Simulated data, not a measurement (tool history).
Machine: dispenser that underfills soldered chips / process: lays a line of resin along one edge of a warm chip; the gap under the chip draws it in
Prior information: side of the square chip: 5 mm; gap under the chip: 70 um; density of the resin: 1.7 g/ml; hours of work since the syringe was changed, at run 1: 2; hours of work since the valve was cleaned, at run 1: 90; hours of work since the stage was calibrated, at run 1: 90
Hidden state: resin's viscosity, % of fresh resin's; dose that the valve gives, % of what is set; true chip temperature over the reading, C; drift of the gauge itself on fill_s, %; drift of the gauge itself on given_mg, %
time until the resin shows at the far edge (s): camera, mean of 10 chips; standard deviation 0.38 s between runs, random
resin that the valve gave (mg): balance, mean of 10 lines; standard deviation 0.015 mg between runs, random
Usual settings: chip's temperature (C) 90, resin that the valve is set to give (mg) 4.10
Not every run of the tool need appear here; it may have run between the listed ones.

run   hour  chip's temperature (C)  resin that the valve is set to give (mg)  hours of work since the syringe was changed  hours of work since the valve was cleaned  hours of work since the stage was calibrated  time until the resin shows at the far edge (s)  resin that the valve gave (mg)
  1    0.0                      90                                      4.10                                            2                                         90                                            90                                            25.7                            3.76
  2    8.1                      90                                      4.10                                            7                                         96                                            96                                            41.8                            3.76
       9.9  -- dispensing valve cleaned and set on the balance
  3   12.8                      90                                      4.97                                           10                                          2                                            99                                            48.5                            4.97
      13.9  -- new syringe of resin
  4   17.6                      90                                      4.97                                            3                                          5                                           102                                            27.7                            4.94
  5   24.0                      90                                      4.97                                            7                                         10                                           107                                            39.4                            4.92
      28.6  -- new syringe of resin
  6   31.1                      90                                      4.97                                            2                                         15                                           112                                            24.9                            4.93
  7   38.6                      90                                      4.97                                            7                                         20                                           117                                            38.8                            4.87
      43.3  -- new syringe of resin
  8   44.7                      90                                      4.10                                            1                                         25                                           121                                            23.9                            4.01
  9   50.6                      90                                      4.10                                            5                                         29                                           126                                            34.5                            3.98
 10   57.3                      90                                      4.10                                           10                                         34                                           131                                            51.3                            3.95
      58.0  -- new syringe of resin
 11   65.3                      90                                      4.10                                            5                                         39                                           136                                            34.5                            3.95
 12   69.6                      90                                      4.26                                            8                                         42                                           139                                            43.3                            4.08
      72.7  -- new syringe of resin
 13   74.9                      90                                      4.26                                            2                                         46                                           143                                            24.0                            4.09
 14   83.5                     100                                      4.43                                            8                                         52                                           149                                            29.0                            4.21
      87.5  -- new syringe of resin
 15   89.0                     100                                      4.43                                            1                                         56                                           153                                            17.8                            4.19
 16   95.9                      86                                      4.10                                            6                                         61                                           158                                            42.0                            3.88
     102.2  -- new syringe of resin
 17  104.0                      81                                      4.81                                            1                                         67                                           164                                            32.3                            4.54
 18  108.1                      81                                      4.21                                            4                                         70                                           167                                            42.9                            3.95
 19  112.6                      88                                      5.02                                            8                                         73                                           170                                            42.7                            4.69
     117.2  -- new syringe of resin
 20  117.7                      90                                      4.35                                            0                                         76                                           173                                            23.2                            4.05

Run 21 has not been measured yet. What should we expect?
 21  126.5                      98                                      4.91                                            7                                         83                                           180                                               ?                               ?

Run 21 measured time until the resin shows at the far edge (s) 29.3, resin that the valve gave (mg) 4.53.
With the hidden condition absent and the run-to-run variation left alone, this run would have shown time until the resin shows at the far edge (s) 17.2, resin that the valve gave (mg) 4.90.
